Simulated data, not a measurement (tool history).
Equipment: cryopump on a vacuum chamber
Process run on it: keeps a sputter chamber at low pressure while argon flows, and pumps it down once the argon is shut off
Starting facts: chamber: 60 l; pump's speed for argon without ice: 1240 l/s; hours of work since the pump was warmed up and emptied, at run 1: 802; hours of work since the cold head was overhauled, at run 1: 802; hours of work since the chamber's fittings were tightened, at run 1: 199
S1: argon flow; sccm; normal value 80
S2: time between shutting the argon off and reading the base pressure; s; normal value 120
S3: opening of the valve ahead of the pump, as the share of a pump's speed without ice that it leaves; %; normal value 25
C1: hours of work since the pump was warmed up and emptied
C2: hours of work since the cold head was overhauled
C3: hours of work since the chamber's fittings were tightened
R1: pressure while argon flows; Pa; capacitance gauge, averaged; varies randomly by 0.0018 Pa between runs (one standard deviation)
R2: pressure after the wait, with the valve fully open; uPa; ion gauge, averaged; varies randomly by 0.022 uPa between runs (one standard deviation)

run 1 hour=0.0 | S1=80 S2=120 S3=25 | C1=802 C2=802 C3=199 | R1=0.4546 R2=0.94
run 2 hour=27.2 | S1=80 S2=120 S3=25 | C1=825 C2=825 C3=222 | R1=0.4533 R2=1.01
run 3 hour=40.7 | S1=80 S2=120 S3=25 | C1=836 C2=836 C3=233 | R1=0.4521 R2=0.99
run 4 hour=59.5 | S1=80 S2=120 S3=25 | C1=852 C2=852 C3=249 | R1=0.4554 R2=1.03
run 5 hour=78.2 | S1=80 S2=120 S3=16 | C1=867 C2=867 C3=264 | R1=0.6954 R2=1.00
run 6 hour=94.2 | S1=80 S2=120 S3=25 | C1=881 C2=881 C3=278 | R1=0.4564 R2=1.01
run 7 hour=112.5 | S1=80 S2=120 S3=25 | C1=896 C2=896 C3=293 | R1=0.4542 R2=1.04
run 8 hour=137.2 | S1=80 S2=120 S3=25 | C1=916 C2=916 C3=314 | R1=0.4558 R2=1.02
run 9 hour=158.4 | S1=80 S2=120 S3=25 | C1=934 C2=934 C3=331 | R1=0.4576 R2=1.10
run 10 hour=174.7 | S1=80 S2=120 S3=25 | C1=948 C2=948 C3=345 | R1=0.4594 R2=1.16
run 11 hour=194.2 | S1=80 S2=120 S3=25 | C1=964 C2=964 C3=361 | R1=0.4588 R2=1.10
run 12 hour=207.6 | S1=80 S2=120 S3=25 | C1=975 C2=975 C3=372 | R1=0.4592 R2=1.16
run 13 hour=228.7 | S1=80 S2=120 S3=25 | C1=993 C2=993 C3=390 | R1=0.4597 R2=1.17
run 14 hour=252.7 | S1=80 S2=120 S3=25 | C1=1013 C2=1013 C3=410 | R1=0.4598 R2=1.13
run 15 hour=277.6 | S1=80 S2=120 S3=25 | C1=1034 C2=1034 C3=431 | R1=0.4592 R2=1.20
run 16 hour=290.9 | S1=126 S2=297 S3=16 | C1=1045 C2=1045 C3=442 | R1=1.1069 R2=0.94
run 17 hour=310.9 | S1=53 S2=132 S3=42 | C1=1061 C2=1061 C3=459 | R1=0.1884 R2=1.18
run 18 hour=339.2 | S1=53 S2=206 S3=40 | C1=1085 C2=1085 C3=482 | R1=0.1973 R2=1.03

Run 19 is up next; what results do you expect?
run 19 hour=364.0 | S1=53 S2=206 S3=40 | C1=1106 C2=1106 C3=503 | R1=? R2=?

R1: 0.1997 Pa
R2: 1.05 uPa
Minus the tool's unlogged condition, the same run would have read R1 0.1818 Pa, R2 0.47 uPa.

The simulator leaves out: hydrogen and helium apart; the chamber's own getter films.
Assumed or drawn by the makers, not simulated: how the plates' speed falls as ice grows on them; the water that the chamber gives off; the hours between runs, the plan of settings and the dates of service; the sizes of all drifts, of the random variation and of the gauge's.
